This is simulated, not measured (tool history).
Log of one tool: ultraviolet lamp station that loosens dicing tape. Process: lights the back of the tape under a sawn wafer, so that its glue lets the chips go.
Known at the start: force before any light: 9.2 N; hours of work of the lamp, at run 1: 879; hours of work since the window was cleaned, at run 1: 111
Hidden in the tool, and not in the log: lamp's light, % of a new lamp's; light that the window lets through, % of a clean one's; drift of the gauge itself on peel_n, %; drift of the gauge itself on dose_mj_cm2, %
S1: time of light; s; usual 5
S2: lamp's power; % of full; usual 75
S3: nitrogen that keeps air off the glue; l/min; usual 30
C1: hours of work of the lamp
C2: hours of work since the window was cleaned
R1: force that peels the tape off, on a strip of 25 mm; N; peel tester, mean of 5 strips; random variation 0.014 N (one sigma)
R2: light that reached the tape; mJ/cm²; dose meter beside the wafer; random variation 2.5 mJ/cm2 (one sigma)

{"run": 1, "hour": 0.0, "S1": 5, "S2": 75, "S3": 30, "C1": 879, "C2": 111, "R1": 1.093, "R2": 235}
{"run": 2, "hour": 35.2, "S1": 5, "S2": 95, "S3": 30, "C1": 899, "C2": 131, "R1": 0.721, "R2": 290}
{"run": 3, "hour": 58.1, "S1": 5, "S2": 95, "S3": 30, "C1": 912, "C2": 144, "R1": 0.694, "R2": 295}
{"run": 4, "hour": 91.1, "S1": 5, "S2": 95, "S3": 30, "C1": 931, "C2": 163, "R1": 0.749, "R2": 287}
{"run": 5, "hour": 136.4, "S1": 5, "S2": 95, "S3": 30, "C1": 956, "C2": 189, "R1": 0.756, "R2": 288}
{"run": 6, "hour": 156.8, "S1": 5, "S2": 75, "S3": 30, "C1": 968, "C2": 200, "R1": 1.232, "R2": 224}
{"run": 7, "hour": 183.4, "S1": 5, "S2": 75, "S3": 30, "C1": 983, "C2": 215, "R1": 1.215, "R2": 217}
{"run": 8, "hour": 205.2, "S1": 5, "S2": 75, "S3": 12, "C1": 995, "C2": 228, "R1": 2.036, "R2": 216}
{"run": 9, "hour": 245.3, "S1": 5, "S2": 75, "S3": 12, "C1": 1018, "C2": 250, "R1": 2.149, "R2": 216}
{"run": 10, "hour": 282.3, "S1": 5, "S2": 75, "S3": 12, "C1": 1039, "C2": 271, "R1": 2.181, "R2": 214}
{"run": 11, "hour": 303.2, "S1": 5, "S2": 75, "S3": 30, "C1": 1051, "C2": 283, "R1": 1.338, "R2": 210}
{"hour": 318.9, "done": "window cleaned of glue's vapour"}
{"run": 12, "hour": 332.2, "S1": 5, "S2": 75, "S3": 30, "C1": 1067, "C2": 8, "R1": 1.381, "R2": 206}
{"hour": 350.1, "done": "lamp changed"}
{"run": 13, "hour": 352.5, "S1": 5, "S2": 75, "S3": 30, "C1": 1, "C2": 18, "R1": 0.881, "R2": 259}
{"run": 14, "hour": 396.9, "S1": 5, "S2": 75, "S3": 30, "C1": 26, "C2": 44, "R1": 0.892, "R2": 258}
{"hour": 417.6, "done": "window cleaned of glue's vapour, once more"}
{"run": 15, "hour": 422.6, "S1": 5, "S2": 73, "S3": 40, "C1": 41, "C2": 3, "R1": 0.613, "R2": 294}

The next listed run, before its measurement:
{"run": 16, "hour": 458.3, "S1": 4, "S2": 75, "S3": 13, "C1": 61, "C2": 23, "R1": "?", "R2": "?"}

{"run 16": {"R1": 1.746, "R2": 231}}
Without the tool's hidden state the same run would have given R1 1.682 N, R2 237 mJ/cm².
